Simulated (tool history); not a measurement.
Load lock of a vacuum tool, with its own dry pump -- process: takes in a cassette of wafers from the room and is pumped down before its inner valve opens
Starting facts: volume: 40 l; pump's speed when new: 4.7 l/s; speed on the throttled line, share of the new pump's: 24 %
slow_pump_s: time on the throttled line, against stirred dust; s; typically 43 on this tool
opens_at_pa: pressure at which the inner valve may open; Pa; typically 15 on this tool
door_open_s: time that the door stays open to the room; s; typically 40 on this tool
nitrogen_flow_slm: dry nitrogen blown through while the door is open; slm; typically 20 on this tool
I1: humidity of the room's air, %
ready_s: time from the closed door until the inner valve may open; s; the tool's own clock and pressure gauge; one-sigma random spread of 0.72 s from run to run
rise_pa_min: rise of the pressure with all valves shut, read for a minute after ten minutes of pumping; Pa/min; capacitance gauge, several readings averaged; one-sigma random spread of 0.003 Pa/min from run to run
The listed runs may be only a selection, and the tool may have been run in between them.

run 1 hour=0.0 | slow_pump_s=43 opens_at_pa=15 door_open_s=40 nitrogen_flow_slm=20 | I1=42.2 | ready_s=109.2 rise_pa_min=0.022
run 2 hour=177.4 | slow_pump_s=43 opens_at_pa=15 door_open_s=40 nitrogen_flow_slm=20 | I1=46.4 | ready_s=108.4 rise_pa_min=0.022
run 3 hour=359.9 | slow_pump_s=43 opens_at_pa=15 door_open_s=40 nitrogen_flow_slm=20 | I1=46.1 | ready_s=108.3 rise_pa_min=0.021
run 4 hour=557.1 | slow_pump_s=43 opens_at_pa=15 door_open_s=40 nitrogen_flow_slm=20 | I1=46.7 | ready_s=108.9 rise_pa_min=0.028
run 5 hour=669.7 | slow_pump_s=43 opens_at_pa=12 door_open_s=40 nitrogen_flow_slm=20 | I1=43.5 | ready_s=110.4 rise_pa_min=0.029
run 6 hour=789.7 | slow_pump_s=43 opens_at_pa=12 door_open_s=40 nitrogen_flow_slm=20 | I1=45.1 | ready_s=111.1 rise_pa_min=0.031
run 7 hour=937.0 | slow_pump_s=43 opens_at_pa=12 door_open_s=40 nitrogen_flow_slm=20 | I1=45.0 | ready_s=110.6 rise_pa_min=0.034
run 8 hour=1050.3 | slow_pump_s=68 opens_at_pa=15 door_open_s=40 nitrogen_flow_slm=20 | I1=42.6 | ready_s=127.9 rise_pa_min=0.028
run 9 hour=1154.0 | slow_pump_s=43 opens_at_pa=23 door_open_s=40 nitrogen_flow_slm=20 | I1=45.2 | ready_s=103.3 rise_pa_min=0.026
run 10 hour=1295.6 | slow_pump_s=43 opens_at_pa=17 door_open_s=40 nitrogen_flow_slm=17 | I1=44.3 | ready_s=108.7 rise_pa_min=0.031
run 11 hour=1461.6 | slow_pump_s=22 opens_at_pa=16 door_open_s=87 nitrogen_flow_slm=20 | I1=44.0 | ready_s=91.7 rise_pa_min=0.039
run 12 hour=1616.1 | slow_pump_s=43 opens_at_pa=14 door_open_s=38 nitrogen_flow_slm=7 | I1=45.8 | ready_s=108.5 rise_pa_min=0.046
run 13 hour=1730.5 | slow_pump_s=43 opens_at_pa=14 door_open_s=38 nitrogen_flow_slm=7 | I1=44.5 | ready_s=110.0 rise_pa_min=0.047
run 14 hour=1852.1 | slow_pump_s=72 opens_at_pa=10 door_open_s=40 nitrogen_flow_slm=36 | I1=47.0 | ready_s=136.0 rise_pa_min=0.025
run 15 hour=1952.5 | slow_pump_s=43 opens_at_pa=15 door_open_s=92 nitrogen_flow_slm=16 | I1=44.6 | ready_s=109.9 rise_pa_min=0.049
run 16 hour=2104.4 | slow_pump_s=43 opens_at_pa=15 door_open_s=92 nitrogen_flow_slm=16 | I1=43.3 | ready_s=109.2 rise_pa_min=0.045

Estimate the outcome of run 17 from the log above:
run 17 hour=2252.6 | slow_pump_s=41 opens_at_pa=16 door_open_s=92 nitrogen_flow_slm=16 | I1=42.3 | ready_s=? rise_pa_min=?

Logged for run 17: ready_s 106.0 s, rise_pa_min 0.051 Pa/min.
The same run, on a tool lacking any hidden state, would have yielded ready_s 105.3 s, rise_pa_min 0.040 Pa/min.
